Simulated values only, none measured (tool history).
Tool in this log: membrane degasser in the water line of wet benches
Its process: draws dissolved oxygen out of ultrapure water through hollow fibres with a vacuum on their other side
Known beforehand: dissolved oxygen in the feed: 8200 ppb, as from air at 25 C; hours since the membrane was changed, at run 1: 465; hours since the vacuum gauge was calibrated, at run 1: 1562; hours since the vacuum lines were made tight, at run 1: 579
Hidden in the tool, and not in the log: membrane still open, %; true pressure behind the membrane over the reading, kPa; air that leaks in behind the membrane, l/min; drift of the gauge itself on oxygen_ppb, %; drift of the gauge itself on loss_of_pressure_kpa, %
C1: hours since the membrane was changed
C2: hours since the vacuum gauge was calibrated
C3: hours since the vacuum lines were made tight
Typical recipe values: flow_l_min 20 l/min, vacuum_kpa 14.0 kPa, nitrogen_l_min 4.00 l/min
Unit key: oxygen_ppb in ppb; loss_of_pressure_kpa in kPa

run 1 hour=0.0 | flow_l_min=20 vacuum_kpa=14.0 nitrogen_l_min=4.00 | C1=465 C2=1562 C3=579 | oxygen_ppb=134.3 loss_of_pressure_kpa=31.51
run 2 hour=51.1 | flow_l_min=20 vacuum_kpa=14.0 nitrogen_l_min=4.00 | C1=516 C2=1613 C3=630 | oxygen_ppb=134.0 loss_of_pressure_kpa=31.85
run 3 hour=130.6 | flow_l_min=20 vacuum_kpa=14.0 nitrogen_l_min=4.00 | C1=596 C2=1693 C3=710 | oxygen_ppb=133.7 loss_of_pressure_kpa=31.19
run 4 hour=169.1 | flow_l_min=20 vacuum_kpa=14.0 nitrogen_l_min=4.00 | C1=634 C2=1731 C3=748 | oxygen_ppb=134.0 loss_of_pressure_kpa=31.55
run 5 hour=259.4 | flow_l_min=20 vacuum_kpa=14.0 nitrogen_l_min=4.00 | C1=724 C2=1821 C3=839 | oxygen_ppb=134.3 loss_of_pressure_kpa=31.76
run 6 hour=317.4 | flow_l_min=20 vacuum_kpa=14.0 nitrogen_l_min=4.00 | C1=782 C2=1879 C3=897 | oxygen_ppb=133.3 loss_of_pressure_kpa=31.44
run 7 hour=372.1 | flow_l_min=20 vacuum_kpa=14.0 nitrogen_l_min=4.00 | C1=837 C2=1934 C3=951 | oxygen_ppb=135.5 loss_of_pressure_kpa=31.86
run 8 hour=420.7 | flow_l_min=20 vacuum_kpa=14.0 nitrogen_l_min=2.01 | C1=886 C2=1983 C3=1000 | oxygen_ppb=252.5 loss_of_pressure_kpa=31.68
run 9 hour=485.2 | flow_l_min=20 vacuum_kpa=14.0 nitrogen_l_min=2.01 | C1=950 C2=2047 C3=1064 | oxygen_ppb=252.2 loss_of_pressure_kpa=31.49
run 10 hour=555.3 | flow_l_min=20 vacuum_kpa=14.0 nitrogen_l_min=2.01 | C1=1020 C2=2117 C3=1134 | oxygen_ppb=252.3 loss_of_pressure_kpa=31.53
run 11 hour=633.6 | flow_l_min=15 vacuum_kpa=14.0 nitrogen_l_min=4.00 | C1=1098 C2=2196 C3=1213 | oxygen_ppb=98.3 loss_of_pressure_kpa=23.71
run 12 hour=698.9 | flow_l_min=20 vacuum_kpa=14.0 nitrogen_l_min=6.18 | C1=1164 C2=2261 C3=1278 | oxygen_ppb=90.4 loss_of_pressure_kpa=31.41
run 13 hour=749.6 | flow_l_min=20 vacuum_kpa=14.0 nitrogen_l_min=6.18 | C1=1215 C2=2312 C3=1329 | oxygen_ppb=90.7 loss_of_pressure_kpa=31.44
run 14 hour=823.5 | flow_l_min=20 vacuum_kpa=14.0 nitrogen_l_min=6.18 | C1=1288 C2=2386 C3=1403 | oxygen_ppb=89.3 loss_of_pressure_kpa=31.78
run 15 hour=907.0 | flow_l_min=21 vacuum_kpa=14.0 nitrogen_l_min=6.18 | C1=1372 C2=2469 C3=1486 | oxygen_ppb=96.0 loss_of_pressure_kpa=32.98
run 16 hour=976.4 | flow_l_min=20 vacuum_kpa=14.0 nitrogen_l_min=4.00 | C1=1441 C2=2538 C3=1556 | oxygen_ppb=134.9 loss_of_pressure_kpa=30.93
run 17 hour=1048.9 | flow_l_min=20 vacuum_kpa=14.0 nitrogen_l_min=4.00 | C1=1514 C2=2611 C3=1628 | oxygen_ppb=134.1 loss_of_pressure_kpa=31.65
run 18 hour=1135.6 | flow_l_min=16 vacuum_kpa=18.6 nitrogen_l_min=9.47 | C1=1600 C2=2698 C3=1715 | oxygen_ppb=66.6 loss_of_pressure_kpa=25.33
run 19 hour=1191.2 | flow_l_min=27 vacuum_kpa=11.1 nitrogen_l_min=4.00 | C1=1656 C2=2753 C3=1770 | oxygen_ppb=139.8 loss_of_pressure_kpa=42.72
run 20 hour=1240.3 | flow_l_min=27 vacuum_kpa=11.1 nitrogen_l_min=4.00 | C1=1705 C2=2802 C3=1820 | oxygen_ppb=141.2 loss_of_pressure_kpa=42.63
run 21 hour=1287.6 | flow_l_min=27 vacuum_kpa=10.2 nitrogen_l_min=7.44 | C1=1753 C2=2850 C3=1867 | oxygen_ppb=78.0 loss_of_pressure_kpa=42.90
run 22 hour=1343.5 | flow_l_min=27 vacuum_kpa=10.2 nitrogen_l_min=7.44 | C1=1808 C2=2906 C3=1923 | oxygen_ppb=76.5 loss_of_pressure_kpa=42.74
run 23 hour=1417.0 | flow_l_min=17 vacuum_kpa=18.3 nitrogen_l_min=5.99 | C1=1882 C2=2979 C3=1996 | oxygen_ppb=108.1 loss_of_pressure_kpa=26.95
run 24 hour=1501.0 | flow_l_min=20 vacuum_kpa=14.0 nitrogen_l_min=5.90 | C1=1966 C2=3063 C3=2080 | oxygen_ppb=92.9 loss_of_pressure_kpa=31.84
run 25 hour=1590.7 | flow_l_min=20 vacuum_kpa=14.0 nitrogen_l_min=5.90 | C1=2056 C2=3153 C3=2170 | oxygen_ppb=95.1 loss_of_pressure_kpa=31.58
run 26 hour=1670.9 | flow_l_min=20 vacuum_kpa=14.0 nitrogen_l_min=5.90 | C1=2136 C2=3233 C3=2250 | oxygen_ppb=94.0 loss_of_pressure_kpa=31.49
run 27 hour=1726.2 | flow_l_min=20 vacuum_kpa=14.0 nitrogen_l_min=5.90 | C1=2191 C2=3288 C3=2305 | oxygen_ppb=94.2 loss_of_pressure_kpa=31.69
run 28 hour=1770.1 | flow_l_min=18 vacuum_kpa=8.8 nitrogen_l_min=5.90 | C1=2235 C2=3332 C3=2349 | oxygen_ppb=44.2 loss_of_pressure_kpa=28.46
run 29 hour=1835.6 | flow_l_min=18 vacuum_kpa=8.8 nitrogen_l_min=5.90 | C1=2301 C2=3398 C3=2415 | oxygen_ppb=45.3 loss_of_pressure_kpa=28.68
run 30 hour=1888.3 | flow_l_min=18 vacuum_kpa=15.3 nitrogen_l_min=3.24 | C1=2353 C2=3450 C3=2468 | oxygen_ppb=163.0 loss_of_pressure_kpa=28.21
run 31 hour=1932.6 | flow_l_min=18 vacuum_kpa=15.3 nitrogen_l_min=3.24 | C1=2398 C2=3495 C3=2512 | oxygen_ppb=162.1 loss_of_pressure_kpa=28.35
run 32 hour=1982.6 | flow_l_min=18 vacuum_kpa=15.3 nitrogen_l_min=3.24 | C1=2448 C2=3545 C3=2562 | oxygen_ppb=163.7 loss_of_pressure_kpa=28.52
run 33 hour=2056.7 | flow_l_min=14 vacuum_kpa=9.3 nitrogen_l_min=3.97 | C1=2522 C2=3619 C3=2636 | oxygen_ppb=53.7 loss_of_pressure_kpa=22.02

3 options for the next run, each taken on its own from the tool as it stands now. Forecast them:
run A hour=2105.7 | flow_l_min=22 vacuum_kpa=24.8 nitrogen_l_min=1.73 | C1=2571 C2=3668 C3=2685 | oxygen_ppb=? loss_of_pressure_kpa=?
run B hour=2105.7 | flow_l_min=22 vacuum_kpa=14.0 nitrogen_l_min=4.00 | C1=2571 C2=3668 C3=2685 | oxygen_ppb=? loss_of_pressure_kpa=?
run C hour=2105.7 | flow_l_min=20 vacuum_kpa=10.0 nitrogen_l_min=6.36 | C1=2571 C2=3668 C3=2685 | oxygen_ppb=? loss_of_pressure_kpa=?

run=A oxygen_ppb=612.7 loss_of_pressure_kpa=34.76
run=B oxygen_ppb=149.0 loss_of_pressure_kpa=34.80
run=C oxygen_ppb=58.3 loss_of_pressure_kpa=31.80
Had the tool no hidden state, the same runs would have come out as:
run=A oxygen_ppb=612.5 loss_of_pressure_kpa=34.74
run=B oxygen_ppb=148.9 loss_of_pressure_kpa=34.78
run=C oxygen_ppb=58.3 loss_of_pressure_kpa=31.79

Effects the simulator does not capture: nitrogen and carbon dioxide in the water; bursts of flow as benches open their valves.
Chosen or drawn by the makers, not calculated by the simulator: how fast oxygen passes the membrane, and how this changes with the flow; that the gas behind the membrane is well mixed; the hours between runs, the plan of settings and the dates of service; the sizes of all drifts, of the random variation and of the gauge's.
